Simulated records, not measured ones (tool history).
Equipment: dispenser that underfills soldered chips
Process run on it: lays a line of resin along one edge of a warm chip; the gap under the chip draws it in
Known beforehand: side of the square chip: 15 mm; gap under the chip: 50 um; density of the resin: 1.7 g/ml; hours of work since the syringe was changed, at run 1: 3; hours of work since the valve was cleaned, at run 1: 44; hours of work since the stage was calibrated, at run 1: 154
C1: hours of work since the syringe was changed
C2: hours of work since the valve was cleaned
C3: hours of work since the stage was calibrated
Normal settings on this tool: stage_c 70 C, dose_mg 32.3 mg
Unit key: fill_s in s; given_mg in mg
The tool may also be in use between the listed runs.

run 1 hour=0.0 | stage_c=70 dose_mg=32.3 | C1=3 C2=44 C3=154 | fill_s=198.9 given_mg=31.29
-- hour=8.8 new syringe of resin
run 2 hour=8.8 | stage_c=59 dose_mg=32.3 | C1=0 C2=50 C3=160 | fill_s=270.8 given_mg=31.15
run 3 hour=12.8 | stage_c=59 dose_mg=32.3 | C1=3 C2=52 C3=162 | fill_s=301.4 given_mg=31.05
-- hour=21.7 new syringe of resin
run 4 hour=22.3 | stage_c=70 dose_mg=32.3 | C1=0 C2=59 C3=169 | fill_s=181.3 given_mg=31.02
run 5 hour=26.9 | stage_c=70 dose_mg=32.3 | C1=4 C2=62 C3=172 | fill_s=208.2 given_mg=31.14
run 6 hour=33.7 | stage_c=76 dose_mg=32.3 | C1=8 C2=67 C3=177 | fill_s=199.1 given_mg=30.75
-- hour=34.7 new syringe of resin
run 7 hour=43.4 | stage_c=70 dose_mg=36.7 | C1=6 C2=73 C3=183 | fill_s=219.0 given_mg=34.89
-- hour=47.7 new syringe of resin
run 8 hour=49.0 | stage_c=70 dose_mg=32.3 | C1=1 C2=77 C3=187 | fill_s=178.6 given_mg=30.73
run 9 hour=53.7 | stage_c=70 dose_mg=32.3 | C1=4 C2=80 C3=190 | fill_s=204.8 given_mg=30.68
-- hour=60.7 new syringe of resin
run 10 hour=63.5 | stage_c=57 dose_mg=32.3 | C1=2 C2=87 C3=197 | fill_s=309.5 given_mg=30.28
run 11 hour=69.8 | stage_c=57 dose_mg=32.3 | C1=6 C2=91 C3=201 | fill_s=368.4 given_mg=30.33
-- hour=73.7 new syringe of resin
run 12 hour=74.0 | stage_c=68 dose_mg=37.5 | C1=0 C2=94 C3=204 | fill_s=185.9 given_mg=34.98
run 13 hour=80.2 | stage_c=68 dose_mg=37.5 | C1=4 C2=98 C3=208 | fill_s=226.6 given_mg=35.04
run 14 hour=85.0 | stage_c=73 dose_mg=29.6 | C1=8 C2=102 C3=212 | fill_s=223.6 given_mg=27.38
-- hour=86.6 new syringe of resin
run 15 hour=95.0 | stage_c=82 dose_mg=29.0 | C1=6 C2=108 C3=218 | fill_s=144.1 given_mg=26.81
-- hour=99.4 new syringe of resin
run 16 hour=101.6 | stage_c=82 dose_mg=29.0 | C1=2 C2=113 C3=223 | fill_s=122.1 given_mg=26.88
run 17 hour=106.5 | stage_c=67 dose_mg=37.5 | C1=5 C2=116 C3=226 | fill_s=226.6 given_mg=34.56
-- hour=112.2 new syringe of resin
run 18 hour=115.7 | stage_c=67 dose_mg=37.5 | C1=2 C2=122 C3=232 | fill_s=207.6 given_mg=34.27
run 19 hour=121.7 | stage_c=71 dose_mg=32.3 | C1=7 C2=127 C3=237 | fill_s=212.7 given_mg=29.47
-- hour=125.2 new syringe of resin
run 20 hour=126.0 | stage_c=70 dose_mg=38.4 | C1=1 C2=129 C3=239 | fill_s=176.1 given_mg=34.96

3 ways to go on from here, each from the tool as it stands after run 20. What would each give?
run A hour=132.6 | stage_c=59 dose_mg=29.6 | C1=5 C2=134 C3=244 | fill_s=? given_mg=?
run B hour=132.6 | stage_c=70 dose_mg=30.4 | C1=5 C2=134 C3=244 | fill_s=? given_mg=?
run C hour=132.6 | stage_c=70 dose_mg=29.2 | C1=5 C2=134 C3=244 | fill_s=? given_mg=?

run=A fill_s=331.6 given_mg=26.90
run=B fill_s=217.0 given_mg=27.52
run=C fill_s=218.2 given_mg=26.53
The same runs, with their run-to-run variation unchanged, on a tool lacking any hidden condition would have given:
run=A fill_s=274.3 given_mg=29.67
run=B fill_s=179.1 given_mg=30.34
run=C fill_s=179.6 given_mg=29.25
